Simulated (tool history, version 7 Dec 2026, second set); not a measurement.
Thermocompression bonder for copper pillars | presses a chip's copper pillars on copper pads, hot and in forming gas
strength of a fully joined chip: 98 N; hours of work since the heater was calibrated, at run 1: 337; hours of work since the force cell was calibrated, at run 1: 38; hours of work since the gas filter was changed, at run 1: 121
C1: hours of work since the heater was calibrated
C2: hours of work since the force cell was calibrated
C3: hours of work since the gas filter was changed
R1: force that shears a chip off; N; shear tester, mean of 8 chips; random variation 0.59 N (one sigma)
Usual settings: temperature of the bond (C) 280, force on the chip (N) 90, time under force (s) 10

run 1 hour=0 | temperature_of_the_bond_(C)=280 force_on_the_chip_(N)=90 time_under_force_(s)=10 | C1=337 C2=38 C3=121 | R1=50.2
run 2 hour=15.7 | temperature_of_the_bond_(C)=289 force_on_the_chip_(N)=90 time_under_force_(s)=10 | C1=349 C2=50 C3=133 | R1=56.6
run 3 hour=29.7 | temperature_of_the_bond_(C)=280 force_on_the_chip_(N)=90 time_under_force_(s)=19 | C1=359 C2=60 C3=143 | R1=60.8
run 4 hour=42.2 | temperature_of_the_bond_(C)=280 force_on_the_chip_(N)=90 time_under_force_(s)=19 | C1=369 C2=69 C3=153 | R1=61
run 5 hour=55.2 | temperature_of_the_bond_(C)=280 force_on_the_chip_(N)=71 time_under_force_(s)=19 | C1=378 C2=79 C3=162 | R1=49.4
run 6 hour=74.1 | temperature_of_the_bond_(C)=251 force_on_the_chip_(N)=90 time_under_force_(s)=10 | C1=392 C2=93 C3=176 | R1=32.4
run 7 hour=93.5 | temperature_of_the_bond_(C)=251 force_on_the_chip_(N)=90 time_under_force_(s)=10 | C1=407 C2=107 C3=191 | R1=33.1
run 8 hour=103.1 | temperature_of_the_bond_(C)=251 force_on_the_chip_(N)=90 time_under_force_(s)=10 | C1=414 C2=115 C3=198 | R1=33.5
run 9 hour=115.9 | temperature_of_the_bond_(C)=280 force_on_the_chip_(N)=90 time_under_force_(s)=17 | C1=424 C2=124 C3=207 | R1=59.6
run 10 hour=129 | temperature_of_the_bond_(C)=280 force_on_the_chip_(N)=90 time_under_force_(s)=17 | C1=433 C2=134 C3=217 | R1=58.9
run 11 hour=137.1 | temperature_of_the_bond_(C)=280 force_on_the_chip_(N)=90 time_under_force_(s)=5 | C1=439 C2=140 C3=223 | R1=38.6
run 12 hour=154.3 | temperature_of_the_bond_(C)=255 force_on_the_chip_(N)=99 time_under_force_(s)=27 | C1=452 C2=153 C3=236 | R1=54.7
run 13 hour=168.7 | temperature_of_the_bond_(C)=255 force_on_the_chip_(N)=99 time_under_force_(s)=27 | C1=463 C2=163 C3=246 | R1=54.9
run 14 hour=187.7 | temperature_of_the_bond_(C)=309 force_on_the_chip_(N)=90 time_under_force_(s)=12 | C1=477 C2=177 C3=261 | R1=70.6
-- hour=200.3 forming gas filter changed
run 15 hour=202.2 | temperature_of_the_bond_(C)=309 force_on_the_chip_(N)=90 time_under_force_(s)=12 | C1=487 C2=188 C3=1 | R1=74.9
run 16 hour=210.6 | temperature_of_the_bond_(C)=309 force_on_the_chip_(N)=110 time_under_force_(s)=16 | C1=493 C2=194 C3=8 | R1=86.3
run 17 hour=222.4 | temperature_of_the_bond_(C)=277 force_on_the_chip_(N)=108 time_under_force_(s)=6 | C1=502 C2=203 C3=16 | R1=51.8
run 18 hour=235.9 | temperature_of_the_bond_(C)=284 force_on_the_chip_(N)=132 time_under_force_(s)=6 | C1=512 C2=213 C3=26 | R1=65.8
run 19 hour=249.9 | temperature_of_the_bond_(C)=284 force_on_the_chip_(N)=132 time_under_force_(s)=6 | C1=523 C2=223 C3=37 | R1=66.4
run 20 hour=260.7 | temperature_of_the_bond_(C)=284 force_on_the_chip_(N)=133 time_under_force_(s)=11 | C1=531 C2=231 C3=45 | R1=76.9
run 21 hour=274.3 | temperature_of_the_bond_(C)=284 force_on_the_chip_(N)=133 time_under_force_(s)=11 | C1=541 C2=241 C3=55 | R1=77.2

Some steps in R1 between neighbouring runs. How much of each would the tool show without its hidden state too (settings, what came in, random variation), and how much is left for the hidden state, with any gauge scatter that isn't in both results?
The hidden state here: true temperature of the bond over the reading, C; force that reaches the chip, % of what is set; oxide that the forming gas leaves, % of the face; drift of the gauge itself on shear_n, %.
Run 8 -> 9: temperature of the bond (C) 251 -> 280, time under force (s) 10 -> 17. R1 +26.1 N: hidden state -0.4, all else +26.5.
Run 13 -> 14: temperature of the bond (C) 255 -> 309, force on the chip (N) 99 -> 90, time under force (s) 27 -> 12. R1 +15.7 N: hidden state -1.6, all else +17.3.
Run 14 -> 15: forming gas filter changed. R1 +4.3 N: hidden state +3.8, all else +0.5.
Run 16 -> 17: temperature of the bond (C) 309 -> 277, force on the chip (N) 110 -> 108, time under force (s) 16 -> 6. R1 -34.5 N: hidden state +1.5, all else -36.
